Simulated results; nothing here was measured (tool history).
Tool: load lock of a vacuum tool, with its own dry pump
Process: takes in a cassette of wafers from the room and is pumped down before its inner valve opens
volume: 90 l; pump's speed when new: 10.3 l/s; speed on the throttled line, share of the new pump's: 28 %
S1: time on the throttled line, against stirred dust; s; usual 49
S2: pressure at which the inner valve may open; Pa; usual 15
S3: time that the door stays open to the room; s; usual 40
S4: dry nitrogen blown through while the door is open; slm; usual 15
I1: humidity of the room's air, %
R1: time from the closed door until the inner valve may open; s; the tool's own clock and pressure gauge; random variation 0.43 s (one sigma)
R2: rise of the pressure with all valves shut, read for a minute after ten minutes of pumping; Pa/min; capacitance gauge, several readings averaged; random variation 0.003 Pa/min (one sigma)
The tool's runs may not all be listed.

{"run": 1, "hour": 0.0, "S1": 49, "S2": 15, "S3": 40, "S4": 15, "I1": 45.3, "R1": 119.9, "R2": 0.035}
{"run": 2, "hour": 69.3, "S1": 49, "S2": 15, "S3": 40, "S4": 15, "I1": 45.6, "R1": 119, "R2": 0.039}
{"run": 3, "hour": 139.4, "S1": 49, "S2": 15, "S3": 40, "S4": 15, "I1": 45.7, "R1": 118.9, "R2": 0.041}
{"run": 4, "hour": 260.6, "S1": 49, "S2": 15, "S3": 40, "S4": 15, "I1": 43.2, "R1": 118.7, "R2": 0.042}
{"run": 5, "hour": 334.3, "S1": 49, "S2": 15, "S3": 40, "S4": 15, "I1": 47.4, "R1": 119.1, "R2": 0.035}
{"run": 6, "hour": 424.7, "S1": 49, "S2": 15, "S3": 40, "S4": 15, "I1": 43.7, "R1": 120, "R2": 0.036}
{"run": 7, "hour": 506.2, "S1": 49, "S2": 15, "S3": 40, "S4": 15, "I1": 45.2, "R1": 119.1, "R2": 0.039}
{"run": 8, "hour": 633.9, "S1": 49, "S2": 15, "S3": 40, "S4": 5, "I1": 43.2, "R1": 120.1, "R2": 0.048}
{"run": 9, "hour": 758.8, "S1": 55, "S2": 15, "S3": 40, "S4": 15, "I1": 44.9, "R1": 123.9, "R2": 0.04}
{"run": 10, "hour": 855.5, "S1": 55, "S2": 15, "S3": 40, "S4": 15, "I1": 40.6, "R1": 123.8, "R2": 0.04}
{"run": 11, "hour": 955.2, "S1": 55, "S2": 15, "S3": 40, "S4": 15, "I1": 45.5, "R1": 124.5, "R2": 0.046}
{"run": 12, "hour": 1061.5, "S1": 49, "S2": 15, "S3": 40, "S4": 19, "I1": 45.3, "R1": 119.7, "R2": 0.041}
{"run": 13, "hour": 1160.5, "S1": 49, "S2": 15, "S3": 40, "S4": 19, "I1": 52, "R1": 119.9, "R2": 0.048}
{"run": 14, "hour": 1270.7, "S1": 49, "S2": 15, "S3": 183, "S4": 19, "I1": 48.5, "R1": 119.9, "R2": 0.059}
{"run": 15, "hour": 1389.0, "S1": 49, "S2": 15, "S3": 183, "S4": 19, "I1": 43, "R1": 120.3, "R2": 0.061}
{"run": 16, "hour": 1471.5, "S1": 49, "S2": 15, "S3": 183, "S4": 19, "I1": 44.6, "R1": 120.1, "R2": 0.057}
{"run": 17, "hour": 1559.2, "S1": 49, "S2": 15, "S3": 40, "S4": 15, "I1": 46.1, "R1": 120.2, "R2": 0.04}
{"run": 18, "hour": 1651.8, "S1": 49, "S2": 15, "S3": 40, "S4": 13, "I1": 46.1, "R1": 120.7, "R2": 0.046}
{"run": 19, "hour": 1772.7, "S1": 49, "S2": 15, "S3": 133, "S4": 15, "I1": 45.2, "R1": 120.4, "R2": 0.059}
{"run": 20, "hour": 1895.7, "S1": 49, "S2": 27, "S3": 35, "S4": 40, "I1": 45.3, "R1": 114.8, "R2": 0.035}
{"run": 21, "hour": 1958.9, "S1": 35, "S2": 15, "S3": 65, "S4": 15, "I1": 43.8, "R1": 111.2, "R2": 0.048}
{"run": 22, "hour": 2045.7, "S1": 45, "S2": 15, "S3": 138, "S4": 15, "I1": 43.7, "R1": 117.7, "R2": 0.056}
{"run": 23, "hour": 2145.4, "S1": 45, "S2": 15, "S3": 138, "S4": 15, "I1": 45.8, "R1": 118, "R2": 0.062}
{"run": 24, "hour": 2210.9, "S1": 34, "S2": 15, "S3": 79, "S4": 15, "I1": 48, "R1": 110.3, "R2": 0.056}
{"run": 25, "hour": 2344.2, "S1": 34, "S2": 29, "S3": 46, "S4": 15, "I1": 44.4, "R1": 103.6, "R2": 0.045}
{"run": 26, "hour": 2420.7, "S1": 34, "S2": 29, "S3": 46, "S4": 15, "I1": 43, "R1": 103.9, "R2": 0.049}
{"run": 27, "hour": 2530.6, "S1": 33, "S2": 15, "S3": 198, "S4": 6, "I1": 43.3, "R1": 110.4, "R2": 0.076}
{"run": 28, "hour": 2629.1, "S1": 33, "S2": 15, "S3": 198, "S4": 6, "I1": 45, "R1": 110.6, "R2": 0.077}
{"run": 29, "hour": 2737.2, "S1": 33, "S2": 15, "S3": 198, "S4": 6, "I1": 43, "R1": 110.7, "R2": 0.074}
{"run": 30, "hour": 2824.0, "S1": 49, "S2": 15, "S3": 25, "S4": 41, "I1": 43.2, "R1": 121.4, "R2": 0.039}
{"run": 31, "hour": 2920.8, "S1": 49, "S2": 15, "S3": 25, "S4": 41, "I1": 45.5, "R1": 121.4, "R2": 0.04}
{"run": 32, "hour": 2999.8, "S1": 49, "S2": 15, "S3": 188, "S4": 15, "I1": 47.6, "R1": 121.5, "R2": 0.077}
{"run": 33, "hour": 3094.3, "S1": 49, "S2": 20, "S3": 40, "S4": 6, "I1": 46.4, "R1": 119.1, "R2": 0.06}
{"run": 34, "hour": 3160.2, "S1": 49, "S2": 20, "S3": 40, "S4": 6, "I1": 46.6, "R1": 119.4, "R2": 0.047}
{"run": 35, "hour": 3232.3, "S1": 34, "S2": 20, "S3": 40, "S4": 4, "I1": 46.4, "R1": 108.9, "R2": 0.058}
{"run": 36, "hour": 3356.1, "S1": 34, "S2": 20, "S3": 40, "S4": 4, "I1": 45.4, "R1": 108, "R2": 0.059}
{"run": 37, "hour": 3466.8, "S1": 43, "S2": 20, "S3": 40, "S4": 10, "I1": 45.5, "R1": 114.6, "R2": 0.056}

Forecast each of these 4 alternatives for the next run:
{"hour": 3554.1, "done": "dry pump taken out, an overhauled one fitted"}
{"run": "A", "hour": 3578.9, "S1": 54, "S2": 20, "S3": 40, "S4": 20, "I1": 42.8, "R1": "?", "R2": "?"}
{"hour": 3554.1, "done": "dry pump taken out, an overhauled one fitted"}
{"run": "B", "hour": 3578.9, "S1": 43, "S2": 20, "S3": 40, "S4": 10, "I1": 42.9, "R1": "?", "R2": "?"}
{"hour": 3554.1, "done": "dry pump taken out, an overhauled one fitted"}
{"run": "C", "hour": 3578.9, "S1": 43, "S2": 18, "S3": 40, "S4": 15, "I1": 44.3, "R1": "?", "R2": "?"}
{"hour": 3554.1, "done": "dry pump taken out, an overhauled one fitted"}
{"run": "D", "hour": 3578.9, "S1": 47, "S2": 20, "S3": 40, "S4": 10, "I1": 44.1, "R1": "?", "R2": "?"}

run=A R1=112.5 R2=0.045
run=B R1=105.1 R2=0.051
run=C R1=106 R2=0.058
run=D R1=108 R2=0.054
Without the tool's hidden state the same runs would have given:
run=A R1=113.4 R2=0.013
run=B R1=106.1 R2=0.019
run=C R1=106.9 R2=0.026
run=D R1=109 R2=0.023
